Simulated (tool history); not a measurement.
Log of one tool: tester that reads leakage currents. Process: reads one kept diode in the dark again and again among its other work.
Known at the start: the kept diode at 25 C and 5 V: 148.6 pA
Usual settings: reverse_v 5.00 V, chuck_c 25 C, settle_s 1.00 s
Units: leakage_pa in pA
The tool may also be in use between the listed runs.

run,day,reverse_v,chuck_c,settle_s,leakage_pa
1,0.000,5.00,25,1.00,145.08
2,4.183,5.00,46,1.00,862.41
3,8.142,5.00,46,1.00,858.41
4,13.800,5.00,46,1.00,856.44
5,19.029,5.00,46,1.00,841.71
6,22.142,5.00,46,1.00,843.14
7,26.117,4.91,54,5.72,1563.59
8,29.642,4.37,54,0.38,1478.92
9,34.704,4.37,54,0.38,1462.02
10,37.858,5.00,43,0.33,655.89
11,43.129,5.00,43,0.33,712.52
12,47.025,19.11,29,0.74,440.71

Taken out of this log: 2 entries between the listed runs. Where each belongs, and how the hidden state differs across it:
Between runs 4 and 5: chuck's temperature calibrated (day 14.288)
  stray current of the dirty probe card, pA a volt: 1.072 -> 1.142; current scale over the true one, %: -1.07 -> -1.13; true chuck temperature over the reading, C: -0.77 -> -0.95
  measured less the result without the state, leakage_pa: -59.08 -> -71.62 pA
Between runs 10 and 11: chuck's temperature calibrated, once more (day 42.458)
  stray current of the dirty probe card, pA a volt: 1.384 -> 1.455; current scale over the true one, %: -1.35 -> -1.41; true chuck temperature over the reading, C: -1.13 -> -0.09
  measured less the result without the state, leakage_pa: -65.88 -> -8.52 pA
